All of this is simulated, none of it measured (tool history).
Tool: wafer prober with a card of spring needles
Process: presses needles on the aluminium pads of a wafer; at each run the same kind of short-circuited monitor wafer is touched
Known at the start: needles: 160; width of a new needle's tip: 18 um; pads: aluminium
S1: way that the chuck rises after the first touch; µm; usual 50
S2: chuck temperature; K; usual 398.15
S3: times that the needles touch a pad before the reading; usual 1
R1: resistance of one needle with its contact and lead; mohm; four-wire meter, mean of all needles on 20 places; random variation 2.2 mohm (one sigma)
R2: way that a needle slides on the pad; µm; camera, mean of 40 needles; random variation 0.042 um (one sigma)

{"run": 1, "hour": 0.0, "S1": 50, "S2": 398.15, "S3": 1, "R1": 242, "R2": 12.94}
{"hour": 2.4, "done": "tips cleaned on abrasive film"}
{"hour": 8.1, "done": "tips cleaned on abrasive film"}
{"hour": 13.9, "done": "tips cleaned on abrasive film"}
{"hour": 15.3, "done": "height of the first contact set anew"}
{"hour": 18.8, "done": "tips cleaned on abrasive film"}
{"hour": 24.2, "done": "tips cleaned on abrasive film"}
{"run": 2, "hour": 24.2, "S1": 50, "S2": 398.15, "S3": 1, "R1": 244, "R2": 12.91}
{"hour": 28.8, "done": "tips cleaned on abrasive film"}
{"hour": 33.4, "done": "tips cleaned on abrasive film"}
{"run": 3, "hour": 36.0, "S1": 50, "S2": 398.15, "S3": 1, "R1": 247, "R2": 12.81}
{"hour": 38.4, "done": "tips cleaned on abrasive film"}
{"hour": 43.0, "done": "tips cleaned on abrasive film"}
{"run": 4, "hour": 47.4, "S1": 50, "S2": 398.15, "S3": 1, "R1": 248, "R2": 12.92}
{"hour": 48.6, "done": "tips cleaned on abrasive film"}
{"hour": 53.3, "done": "tips cleaned on abrasive film"}
{"hour": 57.9, "done": "tips cleaned on abrasive film"}
{"hour": 63.6, "done": "tips cleaned on abrasive film"}
{"run": 5, "hour": 67.0, "S1": 50, "S2": 398.15, "S3": 1, "R1": 249, "R2": 12.94}
{"hour": 69.3, "done": "tips cleaned on abrasive film"}
{"hour": 75.0, "done": "tips cleaned on abrasive film"}
{"hour": 79.7, "done": "tips cleaned on abrasive film"}
{"hour": 84.3, "done": "tips cleaned on abrasive film"}
{"hour": 90.1, "done": "tips cleaned on abrasive film"}
{"run": 6, "hour": 93.3, "S1": 50, "S2": 398.15, "S3": 1, "R1": 243, "R2": 12.97}
{"hour": 95.7, "done": "tips cleaned on abrasive film"}
{"hour": 100.3, "done": "tips cleaned on abrasive film"}
{"hour": 105.0, "done": "tips cleaned on abrasive film"}
{"hour": 110.6, "done": "tips cleaned on abrasive film"}
{"run": 7, "hour": 114.0, "S1": 50, "S2": 398.15, "S3": 1, "R1": 244, "R2": 12.96}
{"hour": 116.3, "done": "tips cleaned on abrasive film"}
{"hour": 122.1, "done": "tips cleaned on abrasive film"}
{"hour": 127.9, "done": "tips cleaned on abrasive film"}
{"hour": 133.6, "done": "tips cleaned on abrasive film"}
{"run": 8, "hour": 137.5, "S1": 50, "S2": 398.15, "S3": 1, "R1": 247, "R2": 12.88}
{"hour": 138.7, "done": "tips cleaned on abrasive film"}
{"hour": 144.5, "done": "tips cleaned on abrasive film"}
{"hour": 149.1, "done": "tips cleaned on abrasive film"}
{"hour": 154.3, "done": "tips cleaned on abrasive film"}
{"run": 9, "hour": 154.3, "S1": 50, "S2": 398.15, "S3": 1, "R1": 245, "R2": 12.97}
{"hour": 160.1, "done": "tips cleaned on abrasive film"}
{"hour": 165.9, "done": "tips cleaned on abrasive film"}
{"hour": 170.5, "done": "tips cleaned on abrasive film"}
{"hour": 175.1, "done": "tips cleaned on abrasive film"}
{"run": 10, "hour": 176.0, "S1": 50, "S2": 320.15, "S3": 1, "R1": 225, "R2": 12.89}
{"hour": 180.6, "done": "tips cleaned on abrasive film"}
{"hour": 185.2, "done": "tips cleaned on abrasive film"}
{"hour": 189.8, "done": "tips cleaned on abrasive film"}
{"hour": 194.5, "done": "tips cleaned on abrasive film"}
{"hour": 198.2, "done": "height of the first contact set anew"}
{"hour": 199.4, "done": "tips cleaned on abrasive film"}
{"run": 11, "hour": 200.2, "S1": 50, "S2": 320.15, "S3": 1, "R1": 227, "R2": 13}
{"hour": 204.8, "done": "tips cleaned on abrasive film"}
{"hour": 209.5, "done": "tips cleaned on abrasive film"}
{"hour": 214.1, "done": "tips cleaned on abrasive film"}
{"hour": 219.9, "done": "tips cleaned on abrasive film"}
{"run": 12, "hour": 221.7, "S1": 50, "S2": 363.15, "S3": 1, "R1": 231, "R2": 13.01}
{"hour": 225.2, "done": "tips cleaned on abrasive film"}
{"hour": 231.0, "done": "tips cleaned on abrasive film"}
{"hour": 235.6, "done": "tips cleaned on abrasive film"}
{"run": 13, "hour": 237.2, "S1": 50, "S2": 363.15, "S3": 1, "R1": 236, "R2": 13}
{"hour": 240.7, "done": "tips cleaned on abrasive film"}
{"hour": 246.4, "done": "tips cleaned on abrasive film"}
{"hour": 252.1, "done": "tips cleaned on abrasive film"}
{"hour": 257.6, "done": "tips cleaned on abrasive film"}
{"run": 14, "hour": 257.6, "S1": 34, "S2": 315.15, "S3": 1, "R1": 231, "R2": 8.85}
{"hour": 262.3, "done": "tips cleaned on abrasive film"}
{"hour": 268.0, "done": "tips cleaned on abrasive film"}
{"run": 15, "hour": 272.5, "S1": 30, "S2": 339.15, "S3": 2, "R1": 247, "R2": 7.83}
{"hour": 273.8, "done": "tips cleaned on abrasive film"}
{"hour": 279.5, "done": "tips cleaned on abrasive film"}
{"hour": 285.2, "done": "tips cleaned on abrasive film"}
{"run": 16, "hour": 288.8, "S1": 30, "S2": 369.15, "S3": 3, "R1": 255, "R2": 7.88}
{"hour": 289.9, "done": "tips cleaned on abrasive film"}
{"hour": 295.7, "done": "tips cleaned on abrasive film"}
{"hour": 300.3, "done": "tips cleaned on abrasive film"}
{"hour": 305.0, "done": "tips cleaned on abrasive film"}
{"hour": 309.6, "done": "tips cleaned on abrasive film"}
{"hour": 314.2, "done": "tips cleaned on abrasive film"}
{"run": 17, "hour": 315.2, "S1": 58, "S2": 369.15, "S3": 1, "R1": 232, "R2": 15.11}
{"hour": 319.9, "done": "tips cleaned on abrasive film"}
{"hour": 324.5, "done": "tips cleaned on abrasive film"}
{"hour": 329.1, "done": "tips cleaned on abrasive film"}
{"hour": 334.9, "done": "tips cleaned on abrasive film"}
{"run": 18, "hour": 336.1, "S1": 66, "S2": 398.15, "S3": 1, "R1": 237, "R2": 17.21}
{"hour": 339.6, "done": "tips cleaned on abrasive film"}
{"hour": 344.2, "done": "tips cleaned on abrasive film"}
{"hour": 349.9, "done": "tips cleaned on abrasive film"}
{"run": 19, "hour": 354.2, "S1": 54, "S2": 387.15, "S3": 1, "R1": 239, "R2": 14.16}
{"hour": 355.5, "done": "tips cleaned on abrasive film"}
{"hour": 361.2, "done": "tips cleaned on abrasive film"}
{"hour": 365.9, "done": "tips cleaned on abrasive film"}
{"hour": 370.5, "done": "tips cleaned on abrasive film"}
{"hour": 375.1, "done": "tips cleaned on abrasive film"}
{"hour": 379.8, "done": "tips cleaned on abrasive film"}
{"run": 20, "hour": 380.5, "S1": 50, "S2": 349.15, "S3": 1, "R1": 234, "R2": 13.03}
{"hour": 382.0, "done": "height of the first contact set anew"}
{"hour": 385.5, "done": "tips cleaned on abrasive film"}
{"hour": 390.1, "done": "tips cleaned on abrasive film"}
{"hour": 394.7, "done": "tips cleaned on abrasive film"}
{"hour": 400.5, "done": "tips cleaned on abrasive film"}
{"run": 21, "hour": 405.0, "S1": 50, "S2": 349.15, "S3": 1, "R1": 233, "R2": 13.09}
{"hour": 406.2, "done": "tips cleaned on abrasive film"}
{"hour": 411.9, "done": "tips cleaned on abrasive film"}
{"hour": 416.5, "done": "tips cleaned on abrasive film"}
{"hour": 421.2, "done": "tips cleaned on abrasive film"}
{"run": 22, "hour": 424.5, "S1": 60, "S2": 349.15, "S3": 1, "R1": 226, "R2": 15.68}
{"hour": 426.9, "done": "tips cleaned on abrasive film"}
{"hour": 432.6, "done": "tips cleaned on abrasive film"}
{"hour": 437.3, "done": "tips cleaned on abrasive film"}
{"hour": 441.9, "done": "tips cleaned on abrasive film"}
{"hour": 446.6, "done": "tips cleaned on abrasive film"}
{"run": 23, "hour": 447.1, "S1": 60, "S2": 349.15, "S3": 1, "R1": 226, "R2": 15.63}
{"hour": 451.8, "done": "tips cleaned on abrasive film"}
{"hour": 456.4, "done": "tips cleaned on abrasive film"}
{"hour": 462.1, "done": "tips cleaned on abrasive film"}
{"run": 24, "hour": 466.2, "S1": 32, "S2": 355.15, "S3": 1, "R1": 252, "R2": 8.37}
{"hour": 467.4, "done": "tips cleaned on abrasive film"}
{"hour": 472.1, "done": "tips cleaned on abrasive film"}
{"hour": 477.8, "done": "tips cleaned on abrasive film"}
{"hour": 482.5, "done": "tips cleaned on abrasive film"}
{"run": 25, "hour": 482.6, "S1": 32, "S2": 355.15, "S3": 1, "R1": 248, "R2": 8.4}

4 ways to go on from here, each from the tool as it stands after run 25. What would each give?
{"hour": 487.3, "done": "tips cleaned on abrasive film"}
{"hour": 492.8, "done": "tips cleaned on abrasive film"}
{"hour": 497.5, "done": "tips cleaned on abrasive film"}
{"hour": 503.1, "done": "tips cleaned on abrasive film"}
{"run": "A", "hour": 503.1, "S1": 39, "S2": 355.15, "S3": 2, "R1": "?", "R2": "?"}
{"hour": 487.3, "done": "tips cleaned on abrasive film"}
{"hour": 492.8, "done": "tips cleaned on abrasive film"}
{"hour": 497.5, "done": "tips cleaned on abrasive film"}
{"hour": 503.1, "done": "tips cleaned on abrasive film"}
{"run": "B", "hour": 503.1, "S1": 48, "S2": 315.15, "S3": 2, "R1": "?", "R2": "?"}
{"hour": 487.3, "done": "tips cleaned on abrasive film"}
{"hour": 492.8, "done": "tips cleaned on abrasive film"}
{"hour": 497.5, "done": "tips cleaned on abrasive film"}
{"hour": 503.1, "done": "tips cleaned on abrasive film"}
{"run": "C", "hour": 503.1, "S1": 50, "S2": 301.15, "S3": 1, "R1": "?", "R2": "?"}
{"hour": 487.3, "done": "tips cleaned on abrasive film"}
{"hour": 492.8, "done": "tips cleaned on abrasive film"}
{"hour": 497.5, "done": "tips cleaned on abrasive film"}
{"hour": 503.1, "done": "tips cleaned on abrasive film"}
{"run": "D", "hour": 503.1, "S1": 32, "S2": 355.15, "S3": 3, "R1": "?", "R2": "?"}

run=A R1=239 R2=10.18
run=B R1=222 R2=12.6
run=C R1=218 R2=13.08
run=D R1=247 R2=8.39
Without the tool's hidden state the same runs would have given:
run=A R1=239 R2=10.02
run=B R1=222 R2=12.39
run=C R1=217 R2=12.87
run=D R1=247 R2=8.26
